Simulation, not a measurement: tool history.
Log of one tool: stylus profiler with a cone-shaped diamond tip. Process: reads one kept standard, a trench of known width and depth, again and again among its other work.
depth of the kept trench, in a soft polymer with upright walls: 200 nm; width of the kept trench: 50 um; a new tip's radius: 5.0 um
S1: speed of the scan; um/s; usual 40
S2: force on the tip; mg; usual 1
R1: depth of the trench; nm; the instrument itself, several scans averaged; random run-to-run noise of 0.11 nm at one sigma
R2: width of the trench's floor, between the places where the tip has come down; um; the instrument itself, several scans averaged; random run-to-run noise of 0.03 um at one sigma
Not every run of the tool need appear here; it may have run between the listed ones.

| run | day | S1 | S2 | R1 | R2 |
|---|---|---|---|---|---|
| 1 | 0 | 40 | 1 | 201.48 | 47.02 |
| 2 | 0.883 | 38 | 1 | 201.43 | 47.05 |
| 3 | 1.804 | 104 | 1 | 201.46 | 46.65 |
| 4 | 3.033 | 104 | 1 | 201.41 | 46.67 |
| 5 | 4.762 | 104 | 1 | 201.41 | 46.69 |
| 6 | 6.562 | 104 | 1 | 201.38 | 46.62 |
| 7 | 8.171 | 104 | 1 | 201.52 | 46.56 |
| 8 | 9.021 | 104 | 0.41 | 200.77 | 46.31 |
| 9 | 10.2 | 104 | 1.94 | 202.61 | 46.82 |
| 10 | 11.238 | 40 | 1 | 201.61 | 46.91 |
| 11 | 12.046 | 40 | 1 | 201.51 | 46.95 |
| 12 | 13.825 | 40 | 0.81 | 201.17 | 46.89 |
| 13 | 15.142 | 40 | 0.81 | 201.44 | 46.9 |
| 14 | 16.088 | 40 | 1.76 | 202.22 | 46.93 |
| 15 | 17.908 | 40 | 1.76 | 202.35 | 46.92 |
| 16 | 19.779 | 40 | 1.76 | 202.36 | 46.99 |
| 17 | 21.708 | 40 | 1.76 | 202.43 | 46.91 |
| 18 | 22.692 | 40 | 1.76 | 202.19 | 46.91 |
| 19 | 24.675 | 40 | 1.76 | 202.43 | 46.88 |
|  | 24.871 | height scale calibrated on a step standard |
| 20 | 25.883 | 40 | 1.76 | 202.4 | 46.85 |
| 21 | 27.5 | 40 | 1.76 | 202.56 | 46.89 |
|  | 28.588 | height scale calibrated on a step standard, once more |
| 22 | 29.408 | 40 | 1.76 | 202.32 | 46.84 |
| 23 | 30.233 | 15 | 0.98 | 201.47 | 46.99 |
| 24 | 31.979 | 40 | 1 | 201.58 | 46.85 |
| 25 | 32.821 | 40 | 1 | 201.51 | 46.77 |
| 26 | 33.804 | 40 | 1 | 201.56 | 46.78 |
| 27 | 34.608 | 14 | 0.69 | 201.24 | 46.94 |
| 28 | 35.583 | 44 | 0.68 | 201.2 | 46.66 |
| 29 | 36.796 | 66 | 1.58 | 202.07 | 46.68 |
| 30 | 38.467 | 89 | 0.76 | 201.21 | 46.43 |
| 31 | 39.346 | 89 | 0.76 | 201.45 | 46.39 |
| 32 | 40.817 | 30 | 1.06 | 201.7 | 46.78 |
| 33 | 42.133 | 30 | 0.72 | 201.33 | 46.74 |
| 34 | 44.029 | 30 | 0.72 | 201.25 | 46.71 |
| 35 | 45.767 | 61 | 0.79 | 201.37 | 46.52 |
| 36 | 47.079 | 24 | 1.23 | 201.82 | 46.78 |
| 37 | 48.271 | 17 | 0.88 | 201.59 | 46.82 |
| 38 | 49.429 | 17 | 0.88 | 201.61 | 46.8 |
| 39 | 51.425 | 110 | 0.38 | 201.05 | 45.96 |

Branching from run 39: 5 alternative next runs. What would each branch give?
| A | 53.067 | 18 | 1.02 | ? | ? |
| B | 53.067 | 110 | 1.38 | ? | ? |
| C | 53.067 | 25 | 0.97 | ? | ? |
| D | 53.067 | 14 | 1.93 | ? | ? |
| E | 53.067 | 42 | 0.39 | ? | ? |

| run | R1 | R2 |
|---|---|---|
| A | 201.77 | 46.76 |
| B | 202.06 | 46.41 |
| C | 201.59 | 46.73 |
| D | 202.55 | 46.79 |
| E | 201.06 | 46.51 |
With no hidden state in the tool, these same runs would have given:
| run | R1 | R2 |
|---|---|---|
| A | 201.56 | 47.11 |
| B | 201.85 | 46.76 |
| C | 201.38 | 47.08 |
| D | 202.34 | 47.14 |
| E | 200.85 | 46.86 |

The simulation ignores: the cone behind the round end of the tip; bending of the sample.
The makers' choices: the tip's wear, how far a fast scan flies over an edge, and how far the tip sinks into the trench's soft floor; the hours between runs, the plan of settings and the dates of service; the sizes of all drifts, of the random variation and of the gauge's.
